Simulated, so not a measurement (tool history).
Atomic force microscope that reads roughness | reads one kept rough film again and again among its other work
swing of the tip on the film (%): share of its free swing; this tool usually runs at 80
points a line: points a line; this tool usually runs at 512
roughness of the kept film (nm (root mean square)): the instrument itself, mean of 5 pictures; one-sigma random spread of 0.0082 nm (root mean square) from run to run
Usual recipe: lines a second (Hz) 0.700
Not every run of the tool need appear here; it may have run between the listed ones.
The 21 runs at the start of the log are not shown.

run,hour,lines a second (Hz),swing of the tip on the film (%),points a line,pictures with this tip,hours of work since the height scale was calibrated,roughness of the kept film (nm (root mean square))
22,270.9,0.700,80,512,75,214,1.571
23,284.4,0.781,87,512,101,221,1.467
24,301.3,0.781,87,512,133,231,1.400
25,316.6,2.457,57,642,163,240,1.405
26,330.6,2.457,57,725,189,248,1.362
27,342.5,1.361,59,284,212,254,1.318
# hour 351.7: new tip fitted
28,357.6,1.361,59,958,11,263,1.801
29,372.4,1.361,59,958,40,271,1.716
30,380.0,3.371,71,958,54,275,1.479
31,396.8,3.371,89,958,87,285,1.148
32,414.0,1.004,77,317,120,295,1.444
33,427.6,1.004,77,317,146,302,1.386
34,437.9,1.004,77,317,165,308,1.356
35,445.3,0.542,77,317,180,313,1.359
36,453.5,3.086,56,963,195,317,1.339
37,465.4,0.700,71,512,218,324,1.315
# hour 471.9: new tip fitted
38,475.0,0.700,71,512,6,329,1.829
39,492.4,0.700,80,654,39,339,1.695
40,503.5,1.216,59,512,60,345,1.669
41,512.1,0.522,87,512,77,350,1.576
42,524.5,1.228,87,512,101,357,1.400
43,538.4,0.700,80,677,127,365,1.466

Here are 5 independent what-if runs from the current tool condition. What would each one return?
A,549.5,0.925,56,512,149,372,?
B,549.5,1.902,57,870,149,372,?
C,549.5,2.824,80,1000,149,372,?
D,549.5,1.004,80,512,149,372,?
E,549.5,1.619,71,661,149,372,?

run,roughness of the kept film (nm (root mean square))
A,1.485
B,1.446
C,1.222
D,1.375
E,1.391
The same runs, with their run-to-run variation unchanged, on a tool lacking any hidden condition would have given:
run,roughness of the kept film (nm (root mean square))
A,1.886
B,1.837
C,1.550
D,1.749
E,1.766
